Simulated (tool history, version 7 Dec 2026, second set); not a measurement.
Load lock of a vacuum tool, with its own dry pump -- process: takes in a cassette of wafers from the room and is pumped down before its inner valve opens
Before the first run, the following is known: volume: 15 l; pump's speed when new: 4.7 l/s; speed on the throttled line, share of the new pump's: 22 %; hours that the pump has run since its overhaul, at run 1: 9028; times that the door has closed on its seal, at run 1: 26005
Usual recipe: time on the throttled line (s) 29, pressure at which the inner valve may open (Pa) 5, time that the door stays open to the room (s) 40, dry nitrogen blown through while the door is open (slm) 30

run	hour	time on the throttled line (s)	pressure at which the inner valve may open (Pa)	time that the door stays open to the room (s)	dry nitrogen blown through while the door is open (slm)	hours that the pump has run since its overhaul	times that the door has closed on its seal	incoming humidity of the room's air, %	time from the closed door until the inner valve may open (s)	rise of the pressure with all valves shut (Pa/min)
1	0	29	5	40	30	9028	26005	46.8	56.8	0.372
2	243.7	29	5	40	6	9271	26381	43.6	57.4	0.396
3	633.4	29	5	40	30	9661	26982	49.5	57.2	0.386
4	988.6	29	5	40	30	10016	27531	45.4	58.3	0.397
5	1195.1	29	5	40	30	10223	27850	40.7	58	0.403
6	1386.8	29	5	40	30	10414	28145	45.5	57.9	0.41
7	1731.2	29	5	40	30	10759	28677	42.9	58.8	0.432
8	2076.7	29	5	79	30	11104	29210	44.1	57.2	0.449
9	2470.2	29	5	79	30	11498	29818	48.8	58.2	0.467
10	2832.4	29	5	79	30	11860	30377	45	57.8	0.477
11	3063.3	29	5	79	30	12091	30734	45.8	59.4	0.48
12	3263.3	29	5	40	30	12291	31042	45	58.1	0.469
13	3619.2	29	5	95	30	12647	31592	43.6	58	0.51
14	3808.5	29	5	40	30	12836	31884	42.1	58.8	0.486
15	4044.1	29	5	40	30	13072	32248	42.3	58.5	0.49
16	4347.5	29	5	40	30	13375	32716	44.2	58	0.512
17	4588.4	29	5	40	30	13616	33088	43.3	59.3	0.519
18	4824.9	29	5	40	30	13853	33453	45.5	58.7	0.532
19	5013.5	48	5	100	30	14041	33744	42.5	73.4	0.548
20	5407	29	6	40	30	14435	34352	44.9	58.4	0.537
21	5706.7	38	5	40	30	14734	34814	45.6	65.8	0.563
# hour 5924.7: door's seal changed, seat wiped
22	6054.1	29	5	163	32	15080	200	42.8	58.8	0.068
23	6342.7	19	5	40	36	15369	646	42.5	52.7	0.028
24	6564.6	29	10	182	15	15591	988	44.4	56.7	0.103
25	6946.2	52	5	39	40	15972	1577	47	76.8	0.036
26	7118.4	19	5	39	14	16145	1843	43.7	52.6	0.044
27	7380.8	19	8	38	14	16407	2248	45.7	49.8	0.054
28	7588.2	19	8	38	14	16614	2568	47.4	50.7	0.055
29	7975	19	8	38	14	17001	3166	43.1	50.3	0.058
30	8280.3	38	5	27	30	17306	3637	44	66.1	0.046
31	8470.2	29	6	40	30	17496	3930	44.5	59	0.051
32	8662.7	29	10	40	12	17689	4227	46.8	56.5	0.074

Expected results for the next run?
33	8938.5	29	5	104	5	17965	4653	42.1	?	?

time from the closed door until the inner valve may open (s): 59.7
rise of the pressure with all valves shut (Pa/min): 0.101
With the hidden condition absent and the run-to-run variation left alone, this run would have shown time from the closed door until the inner valve may open (s) 54.6, rise of the pressure with all valves shut (Pa/min) 0.071.
